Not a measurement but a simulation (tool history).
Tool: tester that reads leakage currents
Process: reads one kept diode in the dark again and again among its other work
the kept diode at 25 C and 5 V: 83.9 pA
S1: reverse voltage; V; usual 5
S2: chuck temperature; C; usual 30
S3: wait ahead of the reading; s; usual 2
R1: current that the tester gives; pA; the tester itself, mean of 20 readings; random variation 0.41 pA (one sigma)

run 1 hour=0 | S1=5 S2=30 S3=2 | R1=137.65
run 2 hour=144.5 | S1=5 S2=30 S3=2 | R1=137.71
run 3 hour=295.5 | S1=5 S2=30 S3=2 | R1=136.93
run 4 hour=486.2 | S1=5 S2=30 S3=2 | R1=135.52
run 5 hour=643.3 | S1=5 S2=20 S3=2 | R1=53.1
run 6 hour=789.3 | S1=5 S2=30 S3=2 | R1=135.19
run 7 hour=915.5 | S1=5 S2=30 S3=2 | R1=133.94
run 8 hour=1055.4 | S1=5 S2=30 S3=2 | R1=133.45
run 9 hour=1151.8 | S1=5 S2=24 S3=2 | R1=76.65
run 10 hour=1338 | S1=5 S2=30 S3=2 | R1=132.49
run 11 hour=1488.7 | S1=5 S2=30 S3=2 | R1=132.16
run 12 hour=1604.4 | S1=1.34 S2=35 S3=2.46 | R1=125.74
run 13 hour=1752.3 | S1=2.61 S2=45 S3=0.69 | R1=387.95
-- hour=1883.8 tester calibrated
run 14 hour=1898.2 | S1=2.61 S2=45 S3=0.69 | R1=374.34
-- hour=1954.6 chuck's temperature calibrated
run 15 hour=1992.1 | S1=5 S2=43 S3=1.02 | R1=437.06
run 16 hour=2185.1 | S1=12.01 S2=46 S3=9.63 | R1=781.48
run 17 hour=2300.6 | S1=8.76 S2=39 S3=9.63 | R1=380.71
-- hour=2398.4 probe card cleaned and baked
run 18 hour=2431.7 | S1=4.16 S2=30 S3=4.57 | R1=122.72
run 19 hour=2633.2 | S1=5 S2=47 S3=0.48 | R1=599.9

3 ways to go on from here, each from the tool as it stands after run 19. What would each give?
run A hour=2775.6 | S1=15.71 S2=30 S3=0.33 | R1=?
run B hour=2775.6 | S1=5 S2=47 S3=0.37 | R1=?
run C hour=2775.6 | S1=1.24 S2=30 S3=0.39 | R1=?

run=A R1=207.13
run=B R1=595.13
run=C R1=78.47
Without the tool's hidden state the same runs would have given:
run=A R1=214.11
run=B R1=617.53
run=C R1=81.71
